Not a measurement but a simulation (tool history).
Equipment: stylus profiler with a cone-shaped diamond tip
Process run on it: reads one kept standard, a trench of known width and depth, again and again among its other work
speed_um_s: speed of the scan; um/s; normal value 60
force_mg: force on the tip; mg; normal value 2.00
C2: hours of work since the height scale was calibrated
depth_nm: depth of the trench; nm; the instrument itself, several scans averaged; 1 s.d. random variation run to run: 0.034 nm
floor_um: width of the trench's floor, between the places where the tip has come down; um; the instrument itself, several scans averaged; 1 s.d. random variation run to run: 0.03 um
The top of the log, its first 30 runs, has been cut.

{"run": 31, "hour": 2145.7, "speed_um_s": 43, "force_mg": 1.73, "scans with this tip": 1269, "C2": 102, "depth_nm": 101.42, "floor_um": 18.13}
{"run": 32, "hour": 2213.5, "speed_um_s": 24, "force_mg": 1.73, "scans with this tip": 1934, "C2": 156, "depth_nm": 101.36, "floor_um": 18.3}
{"run": 33, "hour": 2277.9, "speed_um_s": 60, "force_mg": 0.99, "scans with this tip": 2565, "C2": 206, "depth_nm": 100.97, "floor_um": 17.83}
{"run": 34, "hour": 2354.8, "speed_um_s": 33, "force_mg": 2.16, "scans with this tip": 3321, "C2": 267, "depth_nm": 101.71, "floor_um": 18.17}
{"run": 35, "hour": 2449.2, "speed_um_s": 23, "force_mg": 3.22, "scans with this tip": 4247, "C2": 342, "depth_nm": 102.14, "floor_um": 18.19}
{"run": 36, "hour": 2528.2, "speed_um_s": 23, "force_mg": 3.22, "scans with this tip": 5022, "C2": 404, "depth_nm": 102.21, "floor_um": 18.15}
{"run": 37, "hour": 2628.3, "speed_um_s": 23, "force_mg": 3.22, "scans with this tip": 6004, "C2": 483, "depth_nm": 102.18, "floor_um": 18.08}
{"run": 38, "hour": 2689.0, "speed_um_s": 23, "force_mg": 3.22, "scans with this tip": 6600, "C2": 531, "depth_nm": 102.22, "floor_um": 18.07}
{"run": 39, "hour": 2740.2, "speed_um_s": 23, "force_mg": 3.22, "scans with this tip": 7102, "C2": 571, "depth_nm": 102.2, "floor_um": 18.05}
{"run": 40, "hour": 2829.6, "speed_um_s": 119, "force_mg": 2.0, "scans with this tip": 7980, "C2": 642, "depth_nm": 101.68, "floor_um": 17.26}
{"run": 41, "hour": 2883.9, "speed_um_s": 43, "force_mg": 4.21, "scans with this tip": 8512, "C2": 684, "depth_nm": 102.61, "floor_um": 17.86}
{"run": 42, "hour": 2947.1, "speed_um_s": 26, "force_mg": 1.08, "scans with this tip": 9132, "C2": 734, "depth_nm": 101.22, "floor_um": 17.86}
{"run": 43, "hour": 2992.2, "speed_um_s": 26, "force_mg": 1.08, "scans with this tip": 9574, "C2": 770, "depth_nm": 101.16, "floor_um": 17.82}
{"run": 44, "hour": 3043.2, "speed_um_s": 66, "force_mg": 1.49, "scans with this tip": 10075, "C2": 810, "depth_nm": 101.45, "floor_um": 17.51}
{"run": 45, "hour": 3118.3, "speed_um_s": 19, "force_mg": 3.36, "scans with this tip": 10812, "C2": 869, "depth_nm": 102.35, "floor_um": 17.9}

4 options for the next run, each taken on its own from the tool as it stands now. Forecast them:
{"run": "A", "hour": 3194.3, "speed_um_s": 77, "force_mg": 0.98, "scans with this tip": 11558, "C2": 929, "depth_nm": "?", "floor_um": "?"}
{"run": "B", "hour": 3194.3, "speed_um_s": 18, "force_mg": 5.22, "scans with this tip": 11558, "C2": 929, "depth_nm": "?", "floor_um": "?"}
{"run": "C", "hour": 3194.3, "speed_um_s": 60, "force_mg": 0.92, "scans with this tip": 11558, "C2": 929, "depth_nm": "?", "floor_um": "?"}
{"run": "D", "hour": 3194.3, "speed_um_s": 28, "force_mg": 3.36, "scans with this tip": 11558, "C2": 929, "depth_nm": "?", "floor_um": "?"}

run=A depth_nm=101.16 floor_um=17.18
run=B depth_nm=103.05 floor_um=17.91
run=C depth_nm=101.14 floor_um=17.37
run=D depth_nm=102.33 floor_um=17.85
Take away the tool's hidden state, keep each run's random variation, and the runs would have read:
run=A depth_nm=100.95 floor_um=17.79
run=B depth_nm=102.84 floor_um=18.52
run=C depth_nm=100.93 floor_um=17.98
run=D depth_nm=102.11 floor_um=18.46
